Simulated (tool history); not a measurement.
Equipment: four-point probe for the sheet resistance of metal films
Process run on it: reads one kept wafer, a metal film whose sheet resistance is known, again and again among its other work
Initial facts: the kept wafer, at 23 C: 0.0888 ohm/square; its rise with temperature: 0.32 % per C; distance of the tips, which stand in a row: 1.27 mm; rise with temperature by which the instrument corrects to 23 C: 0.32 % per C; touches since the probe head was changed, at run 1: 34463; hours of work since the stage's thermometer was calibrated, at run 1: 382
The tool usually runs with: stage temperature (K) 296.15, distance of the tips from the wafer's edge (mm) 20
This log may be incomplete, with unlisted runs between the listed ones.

run,day,stage temperature (K),distance of the tips from the wafer's edge (mm),touches since the probe head was changed,hours of work since the stage's thermometer was calibrated,sheet resistance as the instrument gives it (ohm/square)
1,0.000,296.15,20,34463,382,0.089279
2,1.825,296.15,20,35133,406,0.089260
3,4.017,296.15,20,35939,434,0.089287
4,5.683,296.15,20,36552,456,0.089289
5,7.683,296.15,75,37287,482,0.089088
6,10.000,296.15,19,38139,512,0.089294
7,12.342,296.15,19,38999,542,0.089316
8,13.633,301.15,19,39475,559,0.089333
9,15.658,301.15,19,40219,585,0.089367
10,16.917,302.15,20,40681,601,0.089303
11,19.108,291.15,20,41487,630,0.089304
12,20.479,296.15,22,41991,648,0.089262
13,21.942,296.15,22,42530,667,0.089274
14,23.579,296.15,22,43130,688,0.089283
15,24.938,296.15,61,43630,705,0.089172
16,27.142,302.15,36,44440,734,0.089204
17,29.246,302.15,36,45213,761,0.089190
18,31.362,293.15,20,45992,788,0.089338
19,32.688,300.15,27,46480,806,0.089214
20,34.738,293.15,19,47232,832,0.089397
21,36.258,299.15,6,47791,852,0.091232
22,38.221,299.15,6,48513,877,0.091252
23,40.458,298.15,4,49335,906,0.093721
24,42.492,294.15,9,50082,933,0.090103
25,43.525,300.15,7,50464,946,0.090757
26,45.754,300.15,7,51283,975,0.090726
27,47.783,296.15,20,52028,1001,0.089389
28,49.696,302.15,15,52731,1026,0.089538
29,51.542,303.15,16,53411,1050,0.089507

Consider 4 possible next runs. They are alternatives, not a sequence: every one starts from the tool as it was left by run 29. What does each give?
A,53.075,295.15,4,53974,1070,?
B,53.075,296.15,29,53974,1070,?
C,53.075,296.15,3,53974,1070,?
D,53.075,306.15,16,53974,1070,?

run,sheet resistance as the instrument gives it (ohm/square)
A,0.093770
B,0.089325
C,0.096986
D,0.089529
Stripped of hidden state, with their random variation kept, the same runs would have yielded:
run,sheet resistance as the instrument gives it (ohm/square)
A,0.093359
B,0.088931
C,0.096562
D,0.089136

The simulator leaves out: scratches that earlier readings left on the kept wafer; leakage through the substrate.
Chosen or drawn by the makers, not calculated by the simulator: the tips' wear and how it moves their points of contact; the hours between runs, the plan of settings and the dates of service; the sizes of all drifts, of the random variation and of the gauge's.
